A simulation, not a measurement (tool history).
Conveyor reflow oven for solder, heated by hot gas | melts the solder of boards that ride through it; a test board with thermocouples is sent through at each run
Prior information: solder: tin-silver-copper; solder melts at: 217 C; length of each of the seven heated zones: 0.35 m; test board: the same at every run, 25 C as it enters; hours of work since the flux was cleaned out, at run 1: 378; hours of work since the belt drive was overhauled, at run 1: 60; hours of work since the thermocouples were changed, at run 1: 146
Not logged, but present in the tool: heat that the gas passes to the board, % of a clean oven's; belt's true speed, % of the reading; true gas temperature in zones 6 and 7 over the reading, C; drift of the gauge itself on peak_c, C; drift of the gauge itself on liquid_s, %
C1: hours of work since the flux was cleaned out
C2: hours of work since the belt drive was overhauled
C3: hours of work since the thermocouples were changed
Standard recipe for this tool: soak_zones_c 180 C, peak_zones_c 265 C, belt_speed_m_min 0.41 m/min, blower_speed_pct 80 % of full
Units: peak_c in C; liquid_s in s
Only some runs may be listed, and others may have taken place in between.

{"run": 1, "hour": 0.0, "soak_zones_c": 180, "peak_zones_c": 265, "belt_speed_m_min": 0.41, "blower_speed_pct": 80, "C1": 378, "C2": 60, "C3": 146, "peak_c": 256.4, "liquid_s": 85.6}
{"run": 2, "hour": 21.6, "soak_zones_c": 172, "peak_zones_c": 265, "belt_speed_m_min": 0.41, "blower_speed_pct": 80, "C1": 393, "C2": 75, "C3": 161, "peak_c": 255.8, "liquid_s": 81}
{"run": 3, "hour": 46.1, "soak_zones_c": 172, "peak_zones_c": 265, "belt_speed_m_min": 0.357, "blower_speed_pct": 80, "C1": 410, "C2": 92, "C3": 178, "peak_c": 258.7, "liquid_s": 97.4}
{"hour": 61.8, "done": "flux residue cleaned out of gas plates and filters"}
{"run": 4, "hour": 63.3, "soak_zones_c": 172, "peak_zones_c": 265, "belt_speed_m_min": 0.357, "blower_speed_pct": 80, "C1": 1, "C2": 101, "C3": 186, "peak_c": 259.3, "liquid_s": 98.5}
{"run": 5, "hour": 77.9, "soak_zones_c": 172, "peak_zones_c": 265, "belt_speed_m_min": 0.357, "blower_speed_pct": 80, "C1": 11, "C2": 111, "C3": 197, "peak_c": 259.5, "liquid_s": 98}
{"run": 6, "hour": 98.2, "soak_zones_c": 180, "peak_zones_c": 265, "belt_speed_m_min": 0.41, "blower_speed_pct": 80, "C1": 25, "C2": 125, "C3": 211, "peak_c": 257.6, "liquid_s": 86.3}
{"run": 7, "hour": 113.7, "soak_zones_c": 180, "peak_zones_c": 265, "belt_speed_m_min": 0.41, "blower_speed_pct": 80, "C1": 36, "C2": 136, "C3": 222, "peak_c": 257.5, "liquid_s": 86.6}
{"run": 8, "hour": 128.4, "soak_zones_c": 180, "peak_zones_c": 265, "belt_speed_m_min": 0.41, "blower_speed_pct": 80, "C1": 47, "C2": 146, "C3": 232, "peak_c": 257.5, "liquid_s": 86.8}
{"run": 9, "hour": 141.2, "soak_zones_c": 180, "peak_zones_c": 265, "belt_speed_m_min": 0.41, "blower_speed_pct": 80, "C1": 56, "C2": 155, "C3": 241, "peak_c": 257.4, "liquid_s": 86.7}
{"run": 10, "hour": 159.4, "soak_zones_c": 180, "peak_zones_c": 265, "belt_speed_m_min": 0.41, "blower_speed_pct": 80, "C1": 68, "C2": 168, "C3": 254, "peak_c": 257.8, "liquid_s": 86.5}
{"run": 11, "hour": 181.5, "soak_zones_c": 180, "peak_zones_c": 265, "belt_speed_m_min": 0.41, "blower_speed_pct": 80, "C1": 84, "C2": 183, "C3": 269, "peak_c": 257.5, "liquid_s": 86.5}
{"run": 12, "hour": 195.2, "soak_zones_c": 180, "peak_zones_c": 265, "belt_speed_m_min": 0.41, "blower_speed_pct": 66, "C1": 93, "C2": 193, "C3": 279, "peak_c": 256, "liquid_s": 84.5}
{"run": 13, "hour": 219.2, "soak_zones_c": 180, "peak_zones_c": 265, "belt_speed_m_min": 0.41, "blower_speed_pct": 66, "C1": 110, "C2": 210, "C3": 296, "peak_c": 255.8, "liquid_s": 84.8}
{"run": 14, "hour": 229.6, "soak_zones_c": 180, "peak_zones_c": 265, "belt_speed_m_min": 0.41, "blower_speed_pct": 80, "C1": 118, "C2": 217, "C3": 303, "peak_c": 257.4, "liquid_s": 86.6}
{"run": 15, "hour": 246.9, "soak_zones_c": 180, "peak_zones_c": 265, "belt_speed_m_min": 0.41, "blower_speed_pct": 80, "C1": 130, "C2": 229, "C3": 315, "peak_c": 257.5, "liquid_s": 86.3}
{"run": 16, "hour": 268.5, "soak_zones_c": 180, "peak_zones_c": 265, "belt_speed_m_min": 0.472, "blower_speed_pct": 58, "C1": 145, "C2": 244, "C3": 330, "peak_c": 251, "liquid_s": 67.9}
{"run": 17, "hour": 278.5, "soak_zones_c": 180, "peak_zones_c": 265, "belt_speed_m_min": 0.374, "blower_speed_pct": 80, "C1": 152, "C2": 251, "C3": 337, "peak_c": 259.4, "liquid_s": 97.3}
{"run": 18, "hour": 294.3, "soak_zones_c": 180, "peak_zones_c": 265, "belt_speed_m_min": 0.374, "blower_speed_pct": 80, "C1": 163, "C2": 262, "C3": 348, "peak_c": 259.4, "liquid_s": 97.1}
{"run": 19, "hour": 306.1, "soak_zones_c": 180, "peak_zones_c": 265, "belt_speed_m_min": 0.374, "blower_speed_pct": 80, "C1": 171, "C2": 271, "C3": 356, "peak_c": 259.1, "liquid_s": 97.1}
{"run": 20, "hour": 316.4, "soak_zones_c": 180, "peak_zones_c": 270, "belt_speed_m_min": 0.41, "blower_speed_pct": 80, "C1": 178, "C2": 278, "C3": 364, "peak_c": 262.1, "liquid_s": 89.6}
{"run": 21, "hour": 336.1, "soak_zones_c": 177, "peak_zones_c": 262, "belt_speed_m_min": 0.41, "blower_speed_pct": 80, "C1": 192, "C2": 292, "C3": 377, "peak_c": 254.5, "liquid_s": 82.9}
{"run": 22, "hour": 349.4, "soak_zones_c": 170, "peak_zones_c": 273, "belt_speed_m_min": 0.345, "blower_speed_pct": 52, "C1": 201, "C2": 301, "C3": 387, "peak_c": 264.1, "liquid_s": 103.8}
{"run": 23, "hour": 362.5, "soak_zones_c": 180, "peak_zones_c": 265, "belt_speed_m_min": 0.41, "blower_speed_pct": 53, "C1": 211, "C2": 310, "C3": 396, "peak_c": 253.9, "liquid_s": 82.3}
{"run": 24, "hour": 382.2, "soak_zones_c": 185, "peak_zones_c": 265, "belt_speed_m_min": 0.41, "blower_speed_pct": 75, "C1": 224, "C2": 324, "C3": 410, "peak_c": 257.6, "liquid_s": 89.2}
{"run": 25, "hour": 400.3, "soak_zones_c": 185, "peak_zones_c": 259, "belt_speed_m_min": 0.41, "blower_speed_pct": 72, "C1": 237, "C2": 337, "C3": 422, "peak_c": 251.8, "liquid_s": 84.7}
{"run": 26, "hour": 425.0, "soak_zones_c": 180, "peak_zones_c": 265, "belt_speed_m_min": 0.475, "blower_speed_pct": 76, "C1": 254, "C2": 354, "C3": 440, "peak_c": 253.6, "liquid_s": 70.9}
{"run": 27, "hour": 441.9, "soak_zones_c": 180, "peak_zones_c": 265, "belt_speed_m_min": 0.475, "blower_speed_pct": 76, "C1": 266, "C2": 366, "C3": 452, "peak_c": 253.5, "liquid_s": 70.5}

Consider 4 possible next runs. They are alternatives, not a sequence: every one starts from the tool as it was left by run 27. What does each give?
{"run": "A", "hour": 462.2, "soak_zones_c": 180, "peak_zones_c": 255, "belt_speed_m_min": 0.475, "blower_speed_pct": 75, "C1": 280, "C2": 380, "C3": 466, "peak_c": "?", "liquid_s": "?"}
{"run": "B", "hour": 462.2, "soak_zones_c": 190, "peak_zones_c": 256, "belt_speed_m_min": 0.41, "blower_speed_pct": 55, "C1": 280, "C2": 380, "C3": 466, "peak_c": "?", "liquid_s": "?"}
{"run": "C", "hour": 462.2, "soak_zones_c": 169, "peak_zones_c": 278, "belt_speed_m_min": 0.475, "blower_speed_pct": 84, "C1": 280, "C2": 380, "C3": 466, "peak_c": "?", "liquid_s": "?"}
{"run": "D", "hour": 462.2, "soak_zones_c": 168, "peak_zones_c": 265, "belt_speed_m_min": 0.392, "blower_speed_pct": 54, "C1": 280, "C2": 380, "C3": 466, "peak_c": "?", "liquid_s": "?"}

run=A peak_c=244.4 liquid_s=63.2
run=B peak_c=247.8 liquid_s=83.6
run=C peak_c=264.5 liquid_s=73.9
run=D peak_c=253.5 liquid_s=80.6
Stripped of hidden state, with their random variation kept, the same runs would have yielded:
run=A peak_c=243.3 liquid_s=62
run=B peak_c=246.5 liquid_s=82
run=C peak_c=263.6 liquid_s=73
run=D peak_c=252.2 liquid_s=79.2
